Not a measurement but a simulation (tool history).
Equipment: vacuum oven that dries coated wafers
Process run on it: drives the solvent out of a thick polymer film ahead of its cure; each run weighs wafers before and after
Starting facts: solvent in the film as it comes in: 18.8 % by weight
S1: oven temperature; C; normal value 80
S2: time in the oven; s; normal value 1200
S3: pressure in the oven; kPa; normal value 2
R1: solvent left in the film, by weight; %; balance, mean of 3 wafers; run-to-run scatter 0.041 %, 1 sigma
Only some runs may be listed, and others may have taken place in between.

run 1 day=0.000 | S1=80 S2=1200 S3=2 | R1=3.33
run 2 day=1.775 | S1=80 S2=1200 S3=2 | R1=3.37
run 3 day=3.125 | S1=80 S2=1200 S3=2 | R1=3.29
run 4 day=4.167 | S1=80 S2=1200 S3=2 | R1=3.36
run 5 day=4.933 | S1=80 S2=1200 S3=2 | R1=3.33
run 6 day=6.742 | S1=80 S2=1200 S3=2 | R1=3.45
run 7 day=7.908 | S1=80 S2=1200 S3=2 | R1=3.39

Estimate the outcome of run 8 from the log above:
run 8 day=9.721 | S1=80 S2=1200 S3=2 | R1=?

Run 8 came out at R1 3.46 %.
If the tool had no hidden condition, the same run with the same run-to-run variation would have returned R1 2.94 %.
